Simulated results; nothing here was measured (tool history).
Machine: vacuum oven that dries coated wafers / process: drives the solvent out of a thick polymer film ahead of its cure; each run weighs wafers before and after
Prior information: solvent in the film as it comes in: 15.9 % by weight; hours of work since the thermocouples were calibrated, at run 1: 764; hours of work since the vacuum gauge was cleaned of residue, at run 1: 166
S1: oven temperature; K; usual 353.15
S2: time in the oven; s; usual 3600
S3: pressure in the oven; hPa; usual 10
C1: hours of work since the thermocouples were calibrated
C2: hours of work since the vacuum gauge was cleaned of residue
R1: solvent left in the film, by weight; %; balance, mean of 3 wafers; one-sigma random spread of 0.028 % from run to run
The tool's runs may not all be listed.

{"run": 1, "day": 0.0, "S1": 353.15, "S2": 3600, "S3": 10, "C1": 764, "C2": 166, "R1": 2.49}
{"run": 2, "day": 2.708, "S1": 353.15, "S2": 3600, "S3": 10, "C1": 805, "C2": 207, "R1": 2.45}
{"run": 3, "day": 5.929, "S1": 353.15, "S2": 3600, "S3": 8.5, "C1": 854, "C2": 256, "R1": 2.41}
{"run": 4, "day": 8.1, "S1": 353.15, "S2": 3600, "S3": 8.5, "C1": 887, "C2": 289, "R1": 2.43}
{"run": 5, "day": 9.662, "S1": 353.15, "S2": 3600, "S3": 8.5, "C1": 910, "C2": 312, "R1": 2.45}
{"day": 10.071, "done": "oven's thermocouples calibrated"}
{"run": 6, "day": 13.367, "S1": 353.15, "S2": 3600, "S3": 8.5, "C1": 50, "C2": 367, "R1": 2.22}
{"run": 7, "day": 15.329, "S1": 340.15, "S2": 3600, "S3": 8.5, "C1": 80, "C2": 397, "R1": 4.62}

Estimate the outcome of run 8 from the log above:
{"run": 8, "day": 17.646, "S1": 340.15, "S2": 3600, "S3": 8.5, "C1": 115, "C2": 432, "R1": "?"}

Run 8 came out at R1 4.7 %.
Were there no unlogged condition in the tool, this run, its random variation unchanged, would have produced R1 5.34 %.
